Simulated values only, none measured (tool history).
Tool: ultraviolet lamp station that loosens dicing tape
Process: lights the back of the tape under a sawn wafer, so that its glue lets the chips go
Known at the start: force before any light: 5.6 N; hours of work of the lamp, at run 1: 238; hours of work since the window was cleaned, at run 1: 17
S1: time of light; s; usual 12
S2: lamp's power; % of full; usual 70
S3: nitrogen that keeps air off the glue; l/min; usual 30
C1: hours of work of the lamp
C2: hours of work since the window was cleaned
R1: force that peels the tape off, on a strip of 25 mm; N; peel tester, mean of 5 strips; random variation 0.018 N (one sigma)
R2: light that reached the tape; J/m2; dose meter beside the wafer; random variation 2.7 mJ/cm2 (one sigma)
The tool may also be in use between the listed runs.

{"run": 1, "hour": 0.0, "S1": 12, "S2": 70, "S3": 30, "C1": 238, "C2": 17, "R1": 0.998, "R2": 3260}
{"run": 2, "hour": 52.0, "S1": 12, "S2": 84, "S3": 30, "C1": 262, "C2": 41, "R1": 0.805, "R2": 3910}
{"run": 3, "hour": 102.1, "S1": 12, "S2": 70, "S3": 30, "C1": 285, "C2": 64, "R1": 1.061, "R2": 3140}
{"run": 4, "hour": 204.7, "S1": 12, "S2": 64, "S3": 30, "C1": 332, "C2": 111, "R1": 1.309, "R2": 2830}
{"run": 5, "hour": 300.8, "S1": 12, "S2": 70, "S3": 30, "C1": 376, "C2": 155, "R1": 1.225, "R2": 2970}
{"run": 6, "hour": 355.1, "S1": 12, "S2": 70, "S3": 9, "C1": 401, "C2": 180, "R1": 2.161, "R2": 2880}
{"run": 7, "hour": 398.6, "S1": 17, "S2": 76, "S3": 30, "C1": 421, "C2": 200, "R1": 0.638, "R2": 4360}

Forecast run 8:
{"run": 8, "hour": 464.6, "S1": 17, "S2": 76, "S3": 30, "C1": 451, "C2": 230, "R1": "?", "R2": "?"}

{"run 8": {"R1": 0.638, "R2": 4280}}
Without the tool's hidden state the same run would have given R1 0.390 N, R2 5720 J/m2.
